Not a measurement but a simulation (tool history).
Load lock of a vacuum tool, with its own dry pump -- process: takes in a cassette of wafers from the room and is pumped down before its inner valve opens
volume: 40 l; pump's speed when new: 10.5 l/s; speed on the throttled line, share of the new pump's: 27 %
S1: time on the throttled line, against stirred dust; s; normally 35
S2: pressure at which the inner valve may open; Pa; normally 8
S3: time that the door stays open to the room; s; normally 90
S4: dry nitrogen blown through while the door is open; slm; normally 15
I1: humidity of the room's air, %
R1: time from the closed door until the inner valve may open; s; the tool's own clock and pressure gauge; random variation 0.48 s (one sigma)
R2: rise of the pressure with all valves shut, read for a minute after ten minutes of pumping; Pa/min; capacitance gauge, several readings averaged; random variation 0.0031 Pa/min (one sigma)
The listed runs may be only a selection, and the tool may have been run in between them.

Run 1, hour 0: usual settings; I1 45. Result: R1 62.5 s, R2 0.054 Pa/min.
Run 2, hour 53.5: usual settings but S2 13 Pa; I1 46.8. Result: R1 60.1 s, R2 0.063 Pa/min.
Run 3, hour 121.2: usual settings but S1 22 s; I1 43.6. Result: R1 53 s, R2 0.059 Pa/min.
Run 4, hour 198.1: usual settings but S3 140 s; I1 47.2. Result: R1 61.2 s, R2 0.079 Pa/min.
Run 5, hour 285.4: usual settings but S3 34 s; I1 44.7. Result: R1 62.8 s, R2 0.025 Pa/min.
Run 6, hour 399.2: usual settings but S3 34 s; I1 46.5. Result: R1 61.5 s, R2 0.032 Pa/min.
Run 7, hour 504.6: usual settings but S3 34 s; I1 45.2. Result: R1 62.5 s, R2 0.033 Pa/min.
Run 8, hour 559.8: usual settings but S3 34 s; I1 45.3. Result: R1 61.8 s, R2 0.027 Pa/min.
Run 9, hour 671.3: usual settings; I1 43.5. Result: R1 62.8 s, R2 0.057 Pa/min.
Run 10, hour 778.7: usual settings but S4 40 slm; I1 45.6. Result: R1 62.5 s, R2 0.037 Pa/min.

Forecast run 11:
Run 11, hour 875: usual settings but S3 54 s, S4 7 slm; I1 45.8. Result: R1 ?, R2 ?.

Run 11 produced R1 61.9 s, R2 0.048 Pa/min.
With no hidden state in the tool, this same run would have given R1 61.9 s, R2 0.048 Pa/min.

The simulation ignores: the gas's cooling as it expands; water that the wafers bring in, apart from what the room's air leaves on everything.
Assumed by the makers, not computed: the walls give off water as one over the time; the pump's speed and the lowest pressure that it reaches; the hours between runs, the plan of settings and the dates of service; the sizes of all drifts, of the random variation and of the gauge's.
